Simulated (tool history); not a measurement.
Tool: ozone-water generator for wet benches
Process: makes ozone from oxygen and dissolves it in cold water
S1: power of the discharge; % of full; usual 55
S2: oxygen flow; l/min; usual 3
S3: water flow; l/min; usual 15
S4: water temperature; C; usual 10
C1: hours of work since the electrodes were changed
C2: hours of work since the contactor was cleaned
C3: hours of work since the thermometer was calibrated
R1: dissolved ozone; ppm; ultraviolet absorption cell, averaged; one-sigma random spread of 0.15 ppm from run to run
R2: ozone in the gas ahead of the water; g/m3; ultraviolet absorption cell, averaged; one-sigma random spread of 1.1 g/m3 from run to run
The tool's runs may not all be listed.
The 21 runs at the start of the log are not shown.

Run 22, hour 3438.5: usual settings but S1 69 % of full, S2 4.43 l/min, S3 14 l/min; C1 10046; C2 4820; C3 458. Result: R1 23.9 ppm, R2 198.2 g/m3.
Run 23, hour 3556.9: usual settings but S2 5.12 l/min, S3 23 l/min, S4 9 C; C1 10163; C2 4938; C3 575. Result: R1 13.7 ppm, R2 166.9 g/m3.
Run 24, hour 3771.8: usual settings but S2 2.1 l/min, S4 9 C; C1 10377; C2 5152; C3 789. Result: R1 16.6 ppm, R2 239.3 g/m3.
Run 25, hour 3903.7: usual settings but S1 51 % of full, S4 14 C; C1 10508; C2 5283; C3 920. Result: R1 16.7 ppm, R2 198.2 g/m3.
Run 26, hour 4003.3: usual settings but S1 51 % of full, S4 14 C; C1 10607; C2 5382; C3 1019. Result: R1 16.6 ppm, R2 197.8 g/m3.
Run 27, hour 4197.9: usual settings but S2 2.27 l/min, S4 13 C; C1 10801; C2 5575; C3 1213. Result: R1 16.3 ppm, R2 228.7 g/m3.
Run 28, hour 4326.1: usual settings but S1 93 % of full, S2 4.55 l/min, S3 12 l/min, S4 5 C; C1 10928; C2 5703; C3 1340. Result: R1 33.9 ppm, R2 233 g/m3.
Run 29, hour 4464.3: usual settings but S1 44 % of full, S2 4.67 l/min, S4 14 C; C1 11065; C2 5840; C3 1477. Result: R1 16.6 ppm, R2 154.2 g/m3.
Run 30, hour 4588.2: usual settings but S1 79 % of full, S2 2.35 l/min, S3 20 l/min, S4 5 C; C1 11188; C2 5963; C3 1601. Result: R1 15.6 ppm, R2 279.4 g/m3.
Run 31, hour 4698.8: usual settings but S1 79 % of full, S2 2 l/min, S3 18 l/min; C1 11298; C2 6073; C3 1711. Result: R1 16 ppm, R2 294.8 g/m3.
Run 32, hour 4792: usual settings but S1 79 % of full, S2 2 l/min, S3 18 l/min; C1 11391; C2 6166; C3 1803. Result: R1 15.8 ppm, R2 298.3 g/m3.
Run 33, hour 4929.7: usual settings but S1 79 % of full, S2 2 l/min, S3 10 l/min; C1 11528; C2 6303; C3 1940. Result: R1 29 ppm, R2 298.4 g/m3.

Each row is a separate what-if for the run after 33, all from the same tool condition, not one after another. Results?
At hour 4953.8: contactor cleaned.
Run A, hour 5150.8: usual settings but S1 92 % of full; C1 11744; C2 196; C3 2156. Result: R1 ?, R2 ?.
At hour 4953.8: contactor cleaned.
Run B, hour 5150.8: usual settings but S1 41 % of full, S3 10 l/min, S4 14 C; C1 11744; C2 196; C3 2156. Result: R1 ?, R2 ?.
At hour 4953.8: contactor cleaned.
Run C, hour 5150.8: usual settings but S3 17 l/min; C1 11744; C2 196; C3 2156. Result: R1 ?, R2 ?.
At hour 4953.8: contactor cleaned.
Run D, hour 5150.8: usual settings but S1 85 % of full, S2 2 l/min, S3 10 l/min; C1 11744; C2 196; C3 2156. Result: R1 ?, R2 ?.

run    R1     R2
  A  23.9    276
  B  21.4    176
  C  15.9  206.4
  D  30.1  309.6
The same runs, with their run-to-run variation unchanged, on a tool lacking any hidden condition would have given:
run    R1     R2
  A    24  276.7
  B  21.5  176.3
  C  15.9  206.8
  D  30.1  310.4
